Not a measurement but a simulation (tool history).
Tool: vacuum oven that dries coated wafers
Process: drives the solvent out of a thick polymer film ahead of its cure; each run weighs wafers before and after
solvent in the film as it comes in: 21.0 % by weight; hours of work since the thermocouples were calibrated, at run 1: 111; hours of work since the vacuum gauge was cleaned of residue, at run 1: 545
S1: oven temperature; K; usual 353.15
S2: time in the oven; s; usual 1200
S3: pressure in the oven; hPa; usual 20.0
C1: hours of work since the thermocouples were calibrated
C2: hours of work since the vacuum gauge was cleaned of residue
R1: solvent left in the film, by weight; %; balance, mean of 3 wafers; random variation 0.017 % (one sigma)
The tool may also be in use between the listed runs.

Run 1, day 0.000: usual settings; C1 111; C2 545. Result: R1 1.04 %.
Run 2, day 0.854: usual settings; C1 120; C2 554. Result: R1 1.02 %.
Run 3, day 1.546: usual settings but S1 342.15 K; C1 127; C2 561. Result: R1 2.68 %.
Run 4, day 2.125: usual settings but S3 41.1 hPa; C1 133; C2 567. Result: R1 1.51 %.
Run 5, day 3.004: usual settings but S1 341.15 K; C1 142; C2 576. Result: R1 2.88 %.
Run 6, day 3.612: usual settings but S1 362.15 K; C1 148; C2 582. Result: R1 0.49 %.
Run 7, day 4.512: usual settings but S1 362.15 K; C1 157; C2 591. Result: R1 0.45 %.
Run 8, day 4.962: usual settings; C1 162; C2 596. Result: R1 0.98 %.
Run 9, day 5.488: usual settings; C1 167; C2 601. Result: R1 1.04 %.
Run 10, day 6.021: usual settings but S2 960 s; C1 173; C2 607. Result: R1 1.57 %.
Run 11, day 6.388: usual settings but S1 355.15 K, S2 960 s, S3 13.7 hPa; C1 176; C2 610. Result: R1 1.14 %.
Run 12, day 6.800: usual settings but S1 348.15 K, S2 720 s; C1 181; C2 615. Result: R1 3.65 %.
Run 13, day 7.496: usual settings but S1 348.15 K, S2 720 s; C1 188; C2 622. Result: R1 3.69 %.
Run 14, day 7.858: usual settings but S1 338.15 K, S2 720 s, S3 15.6 hPa; C1 191; C2 625. Result: R1 6.33 %.
Run 15, day 8.704: usual settings but S1 345.15 K, S2 840 s, S3 28.6 hPa; C1 200; C2 634. Result: R1 3.88 %.
Run 16, day 9.225: usual settings but S1 341.15 K, S2 600 s, S3 67.2 hPa; C1 205; C2 639. Result: R1 7.87 %.
Run 17, day 9.958: usual settings but S3 78.7 hPa; C1 213; C2 647. Result: R1 2.37 %.
Run 18, day 10.404: usual settings but S1 352.15 K, S2 1620 s, S3 78.7 hPa; C1 217; C2 652. Result: R1 2.08 %.
Run 19, day 11.033: usual settings but S1 352.15 K, S2 1620 s, S3 25.6 hPa; C1 224; C2 658. Result: R1 0.82 %.
Run 20, day 11.675: usual settings but S1 352.15 K, S2 1620 s, S3 25.6 hPa; C1 230; C2 664. Result: R1 0.84 %.

Some steps in R1 between neighbouring runs. How much of each would the tool show without its hidden state too (settings, what came in, random variation), and how much is left for the hidden state, with any gauge scatter that isn't in both results?
The hidden state here: true wafer temperature over the reading, C; true pressure over the reading, kPa; drift of the gauge itself on solvent_pct, %.
Run 5 -> 6: S1 341.15 -> 362.15. R1 -2.39 %: hidden state +0.09, all else -2.48.
Run 15 -> 16: S1 345.15 -> 341.15, S2 840 -> 600, S3 28.6 -> 67.2. R1 +3.99 %: hidden state -0.03, all else +4.02.
Run 16 -> 17: S1 341.15 -> 353.15, S2 600 -> 1200, S3 67.2 -> 78.7. R1 -5.50 %: hidden state +0.09, all else -5.59.
